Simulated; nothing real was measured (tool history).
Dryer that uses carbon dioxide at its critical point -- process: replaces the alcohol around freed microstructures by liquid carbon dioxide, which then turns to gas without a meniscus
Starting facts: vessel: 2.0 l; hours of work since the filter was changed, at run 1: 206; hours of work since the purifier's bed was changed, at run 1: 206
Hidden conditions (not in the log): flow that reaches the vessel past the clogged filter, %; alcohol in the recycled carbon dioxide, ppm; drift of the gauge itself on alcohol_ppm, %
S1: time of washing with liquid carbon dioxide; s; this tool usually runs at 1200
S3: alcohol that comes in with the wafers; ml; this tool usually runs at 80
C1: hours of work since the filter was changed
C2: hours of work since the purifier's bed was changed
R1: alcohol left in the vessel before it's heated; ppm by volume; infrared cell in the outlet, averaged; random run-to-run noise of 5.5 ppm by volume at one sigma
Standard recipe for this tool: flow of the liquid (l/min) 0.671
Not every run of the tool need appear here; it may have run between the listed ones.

Run 1, hour 0: usual settings; C1 206; C2 206. Result: R1 241 ppm by volume.
Run 2, hour 33.3: usual settings; C1 228; C2 228. Result: R1 251 ppm by volume.
Run 3, hour 77.8: usual settings but S1 1260 s; C1 256; C2 256. Result: R1 202 ppm by volume.
Run 4, hour 139.4: usual settings but S1 1260 s; C1 296; C2 296. Result: R1 219 ppm by volume.
Run 5, hour 188.2: usual settings but S1 1260 s; C1 328; C2 328. Result: R1 232 ppm by volume.
Run 6, hour 216.7: usual settings; C1 346; C2 346. Result: R1 319 ppm by volume.
Run 7, hour 244.9: usual settings; C1 364; C2 364. Result: R1 312 ppm by volume.
Run 8, hour 305.7: usual settings but S3 62 ml; C1 404; C2 404. Result: R1 278 ppm by volume.
Run 9, hour 342.3: usual settings but flow of the liquid (l/min) 0.748; C1 427; C2 427. Result: R1 246 ppm by volume.
Run 10, hour 373.5: usual settings; C1 448; C2 448. Result: R1 375 ppm by volume.
At hour 385.7: inlet filter changed.
Run 11, hour 416.2: usual settings; C1 20; C2 475. Result: R1 192 ppm by volume.
Run 12, hour 460.6: usual settings; C1 48; C2 503. Result: R1 221 ppm by volume.
Run 13, hour 512.8: usual settings but S3 39 ml; C1 82; C2 537. Result: R1 137 ppm by volume.
Run 14, hour 553.5: usual settings but S3 39 ml; C1 108; C2 563. Result: R1 152 ppm by volume.
Run 15, hour 593: usual settings but S3 39 ml; C1 134; C2 589. Result: R1 166 ppm by volume.
Run 16, hour 627.4: usual settings but S3 39 ml; C1 156; C2 611. Result: R1 150 ppm by volume.
At hour 643.3: purifier's bed changed.
Run 17, hour 655.2: usual settings but S1 1020 s, flow of the liquid (l/min) 0.497, S3 29 ml; C1 172; C2 8. Result: R1 502 ppm by volume.
Run 18, hour 705.9: usual settings but flow of the liquid (l/min) 0.788, S3 22 ml; C1 205; C2 40. Result: R1 31 ppm by volume.
Run 19, hour 764.8: usual settings but S1 960 s, flow of the liquid (l/min) 0.803; C1 243; C2 79. Result: R1 327 ppm by volume.
Run 20, hour 815: usual settings but S1 780 s, flow of the liquid (l/min) 0.509, S3 23 ml; C1 276; C2 111. Result: R1 918 ppm by volume.
Run 21, hour 863.1: usual settings but S1 780 s, flow of the liquid (l/min) 0.509, S3 23 ml; C1 307; C2 142. Result: R1 958 ppm by volume.
Run 22, hour 914.1: usual settings; C1 340; C2 175. Result: R1 303 ppm by volume.
Run 23, hour 967.4: usual settings; C1 374; C2 210. Result: R1 320 ppm by volume.
Run 24, hour 1006.8: usual settings but S1 720 s, flow of the liquid (l/min) 0.759, S3 26 ml; C1 400; C2 235. Result: R1 504 ppm by volume.
Run 25, hour 1047.3: usual settings but S1 900 s, flow of the liquid (l/min) 0.925, S3 32 ml; C1 426; C2 261. Result: R1 138 ppm by volume.
At hour 1093.5: inlet filter changed.
Run 26, hour 1098.4: usual settings but S1 960 s, flow of the liquid (l/min) 0.85, S3 68 ml; C1 3; C2 294. Result: R1 159 ppm by volume.
Run 27, hour 1151.5: usual settings but S1 1500 s, flow of the liquid (l/min) 0.776, S3 32 ml; C1 37; C2 328. Result: R1 44 ppm by volume.
Run 28, hour 1186.3: usual settings but S1 1860 s, flow of the liquid (l/min) 1.082, S3 68 ml; C1 60; C2 350. Result: R1 32 ppm by volume.
Run 29, hour 1245.5: usual settings but S1 1860 s, flow of the liquid (l/min) 1.082, S3 73 ml; C1 98; C2 389. Result: R1 47 ppm by volume.
Run 30, hour 1286: usual settings but S1 1440 s, flow of the liquid (l/min) 1.026, S3 73 ml; C1 124; C2 415. Result: R1 48 ppm by volume.
Run 31, hour 1318.4: usual settings but flow of the liquid (l/min) 0.695; C1 145; C2 436. Result: R1 193 ppm by volume.
Run 32, hour 1353: usual settings but flow of the liquid (l/min) 0.695; C1 168; C2 458. Result: R1 220 ppm by volume.

Across each entry between runs, compare the hidden state at the last listed run before it with the hidden state at the first listed run after it:
Between runs 10 and 11: inlet filter changed (hour 385.7)
  flow that reaches the vessel past the clogged filter, %: 85.3 -> 98.9; alcohol in the recycled carbon dioxide, ppm: 43.7 -> 46
  the result without the hidden state subtracted from the measured one, R1: +229 -> +48 ppm by volume
Between runs 16 and 17: purifier's bed changed (hour 643.3)
  flow that reaches the vessel past the clogged filter, %: 94.3 -> 93.9; alcohol in the recycled carbon dioxide, ppm: 57.7 -> 6.1
  the result without the hidden state subtracted from the measured one, R1: +79 -> +100 ppm by volume
Between runs 25 and 26: inlet filter changed (hour 1093.5)
  flow that reaches the vessel past the clogged filter, %: 85.6 -> 99.3; alcohol in the recycled carbon dioxide, ppm: 28.9 -> 31.8
  the result without the hidden state subtracted from the measured one, R1: +89 -> +32 ppm by volume
